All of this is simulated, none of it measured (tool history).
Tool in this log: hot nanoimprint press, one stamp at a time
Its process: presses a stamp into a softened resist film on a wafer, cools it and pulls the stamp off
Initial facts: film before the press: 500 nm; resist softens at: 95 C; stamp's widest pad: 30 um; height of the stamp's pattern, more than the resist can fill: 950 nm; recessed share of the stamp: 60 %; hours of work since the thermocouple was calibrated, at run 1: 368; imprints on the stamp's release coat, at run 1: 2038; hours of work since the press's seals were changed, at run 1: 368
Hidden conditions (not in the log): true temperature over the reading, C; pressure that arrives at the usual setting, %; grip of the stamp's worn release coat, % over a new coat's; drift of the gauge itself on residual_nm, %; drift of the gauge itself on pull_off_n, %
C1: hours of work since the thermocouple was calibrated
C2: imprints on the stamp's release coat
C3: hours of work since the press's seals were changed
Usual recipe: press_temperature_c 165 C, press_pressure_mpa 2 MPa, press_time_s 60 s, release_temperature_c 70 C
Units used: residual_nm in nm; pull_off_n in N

run 1 day=0 | press_temperature_c=165 press_pressure_mpa=2 press_time_s=60 release_temperature_c=70 | C1=368 C2=2038 C3=368 | residual_nm=218.1 pull_off_n=147
run 2 day=0.708 | press_temperature_c=165 press_pressure_mpa=2 press_time_s=60 release_temperature_c=70 | C1=380 C2=2113 C3=380 | residual_nm=217.7 pull_off_n=147
-- day=1.596 stamp cleaned and given a new release coat
run 3 day=2.467 | press_temperature_c=165 press_pressure_mpa=2 press_time_s=34 release_temperature_c=70 | C1=407 C2=91 C3=407 | residual_nm=265.9 pull_off_n=140
run 4 day=4.117 | press_temperature_c=165 press_pressure_mpa=2 press_time_s=33 release_temperature_c=70 | C1=436 C2=264 C3=436 | residual_nm=267.9 pull_off_n=142
run 5 day=5.304 | press_temperature_c=165 press_pressure_mpa=2 press_time_s=60 release_temperature_c=70 | C1=457 C2=388 C3=457 | residual_nm=218.2 pull_off_n=147
run 6 day=6.417 | press_temperature_c=165 press_pressure_mpa=2 press_time_s=60 release_temperature_c=70 | C1=476 C2=505 C3=476 | residual_nm=219.2 pull_off_n=148
run 7 day=7.942 | press_temperature_c=165 press_pressure_mpa=2 press_time_s=60 release_temperature_c=70 | C1=503 C2=664 C3=503 | residual_nm=218.5 pull_off_n=148
run 8 day=9.617 | press_temperature_c=165 press_pressure_mpa=1.91 press_time_s=60 release_temperature_c=70 | C1=532 C2=840 C3=532 | residual_nm=224.6 pull_off_n=148
-- day=9.858 plate thermocouple calibrated
-- day=10.192 press's hydraulic seals changed and the load cell set to zero
run 9 day=11.588 | press_temperature_c=165 press_pressure_mpa=1.91 press_time_s=60 release_temperature_c=70 | C1=24 C2=998 C3=24 | residual_nm=224.6 pull_off_n=142
run 10 day=12.346 | press_temperature_c=165 press_pressure_mpa=1.91 press_time_s=60 release_temperature_c=70 | C1=38 C2=1078 C3=38 | residual_nm=223.9 pull_off_n=143
run 11 day=14.021 | press_temperature_c=159 press_pressure_mpa=2 press_time_s=60 release_temperature_c=70 | C1=67 C2=1252 C3=67 | residual_nm=270.8 pull_off_n=144
run 12 day=15.05 | press_temperature_c=165 press_pressure_mpa=2 press_time_s=60 release_temperature_c=70 | C1=85 C2=1360 C3=85 | residual_nm=219.8 pull_off_n=144
run 13 day=16.475 | press_temperature_c=165 press_pressure_mpa=2 press_time_s=60 release_temperature_c=70 | C1=110 C2=1509 C3=110 | residual_nm=219.3 pull_off_n=147
run 14 day=18.079 | press_temperature_c=165 press_pressure_mpa=2 press_time_s=60 release_temperature_c=70 | C1=139 C2=1678 C3=139 | residual_nm=221.1 pull_off_n=147
run 15 day=18.888 | press_temperature_c=165 press_pressure_mpa=2 press_time_s=60 release_temperature_c=70 | C1=153 C2=1762 C3=153 | residual_nm=220.2 pull_off_n=145
run 16 day=20.371 | press_temperature_c=165 press_pressure_mpa=2 press_time_s=30 release_temperature_c=70 | C1=179 C2=1917 C3=179 | residual_nm=280.1 pull_off_n=146
run 17 day=21.679 | press_temperature_c=165 press_pressure_mpa=1.33 press_time_s=59 release_temperature_c=70 | C1=202 C2=2054 C3=202 | residual_nm=269.5 pull_off_n=149
-- day=23.192 stamp cleaned and given a new release coat
run 18 day=23.462 | press_temperature_c=165 press_pressure_mpa=1.33 press_time_s=59 release_temperature_c=70 | C1=229 C2=28 C3=229 | residual_nm=268.9 pull_off_n=146
run 19 day=24.779 | press_temperature_c=176 press_pressure_mpa=2 press_time_s=32 release_temperature_c=70 | C1=252 C2=166 C3=252 | residual_nm=193.5 pull_off_n=146
run 20 day=25.742 | press_temperature_c=157 press_pressure_mpa=1.34 press_time_s=92 release_temperature_c=70 | C1=269 C2=267 C3=269 | residual_nm=300.5 pull_off_n=151
run 21 day=26.454 | press_temperature_c=159 press_pressure_mpa=2.83 press_time_s=31 release_temperature_c=76 | C1=281 C2=342 C3=281 | residual_nm=289.7 pull_off_n=128
run 22 day=27.662 | press_temperature_c=159 press_pressure_mpa=2.83 press_time_s=31 release_temperature_c=76 | C1=302 C2=468 C3=302 | residual_nm=290 pull_off_n=136
run 23 day=28.638 | press_temperature_c=159 press_pressure_mpa=1.87 press_time_s=31 release_temperature_c=76 | C1=320 C2=570 C3=320 | residual_nm=339.5 pull_off_n=137
run 24 day=30.204 | press_temperature_c=159 press_pressure_mpa=1.97 press_time_s=31 release_temperature_c=76 | C1=347 C2=734 C3=347 | residual_nm=333.6 pull_off_n=135
run 25 day=31.717 | press_temperature_c=159 press_pressure_mpa=1.97 press_time_s=31 release_temperature_c=77 | C1=374 C2=892 C3=374 | residual_nm=332.9 pull_off_n=134
run 26 day=32.696 | press_temperature_c=159 press_pressure_mpa=1.97 press_time_s=31 release_temperature_c=77 | C1=391 C2=995 C3=391 | residual_nm=335.3 pull_off_n=139
run 27 day=33.933 | press_temperature_c=167 press_pressure_mpa=2 press_time_s=60 release_temperature_c=64 | C1=413 C2=1124 C3=413 | residual_nm=207.5 pull_off_n=154
run 28 day=35.558 | press_temperature_c=172 press_pressure_mpa=2 press_time_s=60 release_temperature_c=64 | C1=441 C2=1294 C3=441 | residual_nm=175.2 pull_off_n=159
run 29 day=37.121 | press_temperature_c=172 press_pressure_mpa=1.28 press_time_s=60 release_temperature_c=62 | C1=469 C2=1458 C3=469 | residual_nm=219.8 pull_off_n=159
run 30 day=38.783 | press_temperature_c=172 press_pressure_mpa=1.28 press_time_s=60 release_temperature_c=62 | C1=498 C2=1632 C3=498 | residual_nm=220 pull_off_n=160
run 31 day=39.521 | press_temperature_c=154 press_pressure_mpa=1.28 press_time_s=88 release_temperature_c=62 | C1=511 C2=1709 C3=511 | residual_nm=343.3 pull_off_n=155

Consider 3 possible next runs. They are alternatives, not a sequence: every one starts from the tool as it was left by run 31. What does each give?
run A day=40.796 | press_temperature_c=154 press_pressure_mpa=1.28 press_time_s=59 release_temperature_c=70 | C1=533 C2=1842 C3=533 | residual_nm=? pull_off_n=?
run B day=40.796 | press_temperature_c=154 press_pressure_mpa=1.28 press_time_s=88 release_temperature_c=76 | C1=533 C2=1842 C3=533 | residual_nm=? pull_off_n=?
run C day=40.796 | press_temperature_c=165 press_pressure_mpa=3.09 press_time_s=69 release_temperature_c=70 | C1=533 C2=1842 C3=533 | residual_nm=? pull_off_n=?

run=A residual_nm=376.3 pull_off_n=151
run=B residual_nm=342 pull_off_n=137
run=C residual_nm=170.2 pull_off_n=146
Take away the tool's hidden state, keep each run's random variation, and the runs would have read:
run=A residual_nm=368.1 pull_off_n=148
run=B residual_nm=334.5 pull_off_n=134
run=C residual_nm=166.5 pull_off_n=144
